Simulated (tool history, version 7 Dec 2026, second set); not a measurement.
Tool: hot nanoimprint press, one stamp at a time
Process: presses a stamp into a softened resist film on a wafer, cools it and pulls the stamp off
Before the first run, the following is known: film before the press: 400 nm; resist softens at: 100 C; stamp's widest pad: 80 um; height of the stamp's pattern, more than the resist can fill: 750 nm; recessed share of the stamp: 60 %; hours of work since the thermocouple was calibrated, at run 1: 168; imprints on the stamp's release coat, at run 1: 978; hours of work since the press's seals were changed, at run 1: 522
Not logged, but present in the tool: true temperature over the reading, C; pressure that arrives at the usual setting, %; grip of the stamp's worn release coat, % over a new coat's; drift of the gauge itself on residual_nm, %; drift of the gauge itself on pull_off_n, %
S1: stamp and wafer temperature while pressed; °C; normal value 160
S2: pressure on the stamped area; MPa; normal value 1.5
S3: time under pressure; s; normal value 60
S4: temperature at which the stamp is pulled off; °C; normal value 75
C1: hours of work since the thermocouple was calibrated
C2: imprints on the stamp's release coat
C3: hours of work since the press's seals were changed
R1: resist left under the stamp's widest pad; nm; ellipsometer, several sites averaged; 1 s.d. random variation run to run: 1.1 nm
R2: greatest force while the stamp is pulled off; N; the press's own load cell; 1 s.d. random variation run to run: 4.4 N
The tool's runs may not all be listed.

{"run": 1, "hour": 0.0, "S1": 160, "S2": 1.5, "S3": 60, "S4": 75, "C1": 168, "C2": 978, "C3": 522, "R1": 173.5, "R2": 236}
{"run": 2, "hour": 72.0, "S1": 160, "S2": 1.5, "S3": 60, "S4": 75, "C1": 212, "C2": 1234, "C3": 566, "R1": 177, "R2": 247}
{"run": 3, "hour": 132.8, "S1": 160, "S2": 1.5, "S3": 60, "S4": 75, "C1": 250, "C2": 1449, "C3": 604, "R1": 173.5, "R2": 247}
{"run": 4, "hour": 179.3, "S1": 160, "S2": 1.5, "S3": 31, "S4": 75, "C1": 278, "C2": 1615, "C3": 632, "R1": 225.4, "R2": 254}
{"hour": 212.5, "done": "plate thermocouple calibrated"}
{"run": 5, "hour": 266.3, "S1": 160, "S2": 1.5, "S3": 31, "S4": 75, "C1": 33, "C2": 1913, "C3": 683, "R1": 225, "R2": 267}
{"run": 6, "hour": 335.9, "S1": 160, "S2": 1.45, "S3": 60, "S4": 75, "C1": 75, "C2": 2160, "C3": 726, "R1": 184.6, "R2": 268}
{"hour": 396.4, "done": "stamp cleaned and given a new release coat"}
{"run": 7, "hour": 400.9, "S1": 160, "S2": 1.45, "S3": 60, "S4": 75, "C1": 112, "C2": 16, "C3": 762, "R1": 185.6, "R2": 227}
{"run": 8, "hour": 495.6, "S1": 160, "S2": 1.45, "S3": 60, "S4": 75, "C1": 169, "C2": 352, "C3": 820, "R1": 185.3, "R2": 230}
{"run": 9, "hour": 573.6, "S1": 160, "S2": 1.45, "S3": 60, "S4": 75, "C1": 217, "C2": 629, "C3": 868, "R1": 189.1, "R2": 243}
{"hour": 621.2, "done": "plate thermocouple calibrated, once more"}
{"run": 10, "hour": 644.9, "S1": 155, "S2": 1.45, "S3": 60, "S4": 75, "C1": 14, "C2": 872, "C3": 909, "R1": 216.2, "R2": 221}
{"run": 11, "hour": 745.7, "S1": 155, "S2": 1.45, "S3": 60, "S4": 75, "C1": 76, "C2": 1230, "C3": 971, "R1": 218.1, "R2": 252}
{"run": 12, "hour": 798.0, "S1": 155, "S2": 1.45, "S3": 60, "S4": 75, "C1": 108, "C2": 1416, "C3": 1003, "R1": 216.3, "R2": 244}
{"run": 13, "hour": 897.8, "S1": 155, "S2": 1.45, "S3": 60, "S4": 75, "C1": 169, "C2": 1770, "C3": 1064, "R1": 220.6, "R2": 251}
{"run": 14, "hour": 963.6, "S1": 155, "S2": 1.45, "S3": 60, "S4": 75, "C1": 209, "C2": 2004, "C3": 1104, "R1": 220.2, "R2": 264}
{"run": 15, "hour": 1051.9, "S1": 155, "S2": 1.45, "S3": 60, "S4": 75, "C1": 263, "C2": 2317, "C3": 1158, "R1": 223.1, "R2": 262}
{"hour": 1063.8, "done": "stamp cleaned and given a new release coat"}
{"hour": 1112.0, "done": "plate thermocouple calibrated"}
{"run": 16, "hour": 1128.1, "S1": 155, "S2": 1.29, "S3": 60, "S4": 75, "C1": 10, "C2": 217, "C3": 1199, "R1": 229.6, "R2": 217}
{"run": 17, "hour": 1204.0, "S1": 160, "S2": 2.27, "S3": 103, "S4": 75, "C1": 56, "C2": 487, "C3": 1246, "R1": 118.6, "R2": 229}
{"run": 18, "hour": 1248.1, "S1": 160, "S2": 1.22, "S3": 103, "S4": 75, "C1": 83, "C2": 644, "C3": 1273, "R1": 158.1, "R2": 230}
{"hour": 1291.3, "done": "press's hydraulic seals changed and the load cell set to zero"}
{"run": 19, "hour": 1330.7, "S1": 162, "S2": 1.22, "S3": 103, "S4": 75, "C1": 129, "C2": 909, "C3": 24, "R1": 141.4, "R2": 236}
{"run": 20, "hour": 1412.2, "S1": 162, "S2": 1.22, "S3": 103, "S4": 75, "C1": 179, "C2": 1198, "C3": 74, "R1": 142.9, "R2": 249}
{"run": 21, "hour": 1481.9, "S1": 162, "S2": 1.22, "S3": 103, "S4": 71, "C1": 221, "C2": 1446, "C3": 117, "R1": 143.1, "R2": 273}
{"run": 22, "hour": 1576.8, "S1": 162, "S2": 1.22, "S3": 103, "S4": 71, "C1": 279, "C2": 1783, "C3": 175, "R1": 146.5, "R2": 290}
{"hour": 1604.3, "done": "plate thermocouple calibrated"}
{"run": 23, "hour": 1669.8, "S1": 162, "S2": 1.22, "S3": 103, "S4": 71, "C1": 40, "C2": 2103, "C3": 230, "R1": 140, "R2": 285}
{"hour": 1748.7, "done": "stamp cleaned and given a new release coat"}
{"run": 24, "hour": 1763.0, "S1": 163, "S2": 1.82, "S3": 43, "S4": 60, "C1": 93, "C2": 51, "C3": 283, "R1": 157.3, "R2": 272}
{"run": 25, "hour": 1857.4, "S1": 160, "S2": 2.14, "S3": 59, "S4": 72, "C1": 151, "C2": 387, "C3": 341, "R1": 146.2, "R2": 239}
{"run": 26, "hour": 1929.7, "S1": 171, "S2": 2.14, "S3": 40, "S4": 72, "C1": 195, "C2": 644, "C3": 385, "R1": 107, "R2": 248}
{"run": 27, "hour": 2025.1, "S1": 163, "S2": 2.14, "S3": 61, "S4": 72, "C1": 254, "C2": 982, "C3": 443, "R1": 129.3, "R2": 261}
{"hour": 2094.8, "done": "plate thermocouple calibrated"}
{"run": 28, "hour": 2100.7, "S1": 163, "S2": 2.14, "S3": 61, "S4": 72, "C1": 4, "C2": 1240, "C3": 488, "R1": 125.8, "R2": 249}
{"run": 29, "hour": 2146.1, "S1": 149, "S2": 1.28, "S3": 36, "S4": 72, "C1": 31, "C2": 1401, "C3": 515, "R1": 311.6, "R2": 258}

4 options for the next run, each taken on its own from the tool as it stands now. Forecast them:
{"run": "A", "hour": 2190.5, "S1": 159, "S2": 1.28, "S3": 51, "S4": 70, "C1": 59, "C2": 1559, "C3": 543, "R1": "?", "R2": "?"}
{"run": "B", "hour": 2190.5, "S1": 160, "S2": 2, "S3": 69, "S4": 64, "C1": 59, "C2": 1559, "C3": 543, "R1": "?", "R2": "?"}
{"run": "C", "hour": 2190.5, "S1": 154, "S2": 1.03, "S3": 47, "S4": 72, "C1": 59, "C2": 1559, "C3": 543, "R1": "?", "R2": "?"}
{"run": "D", "hour": 2190.5, "S1": 154, "S2": 1.22, "S3": 65, "S4": 75, "C1": 59, "C2": 1559, "C3": 543, "R1": "?", "R2": "?"}

run=A R1=204.4 R2=273
run=B R1=142.5 R2=303
run=C R1=270.6 R2=262
run=D R1=231.6 R2=256
With no hidden state in the tool, these same runs would have given:
run=A R1=201.3 R2=232
run=B R1=139.1 R2=258
run=C R1=267.8 R2=223
run=D R1=228.4 R2=218

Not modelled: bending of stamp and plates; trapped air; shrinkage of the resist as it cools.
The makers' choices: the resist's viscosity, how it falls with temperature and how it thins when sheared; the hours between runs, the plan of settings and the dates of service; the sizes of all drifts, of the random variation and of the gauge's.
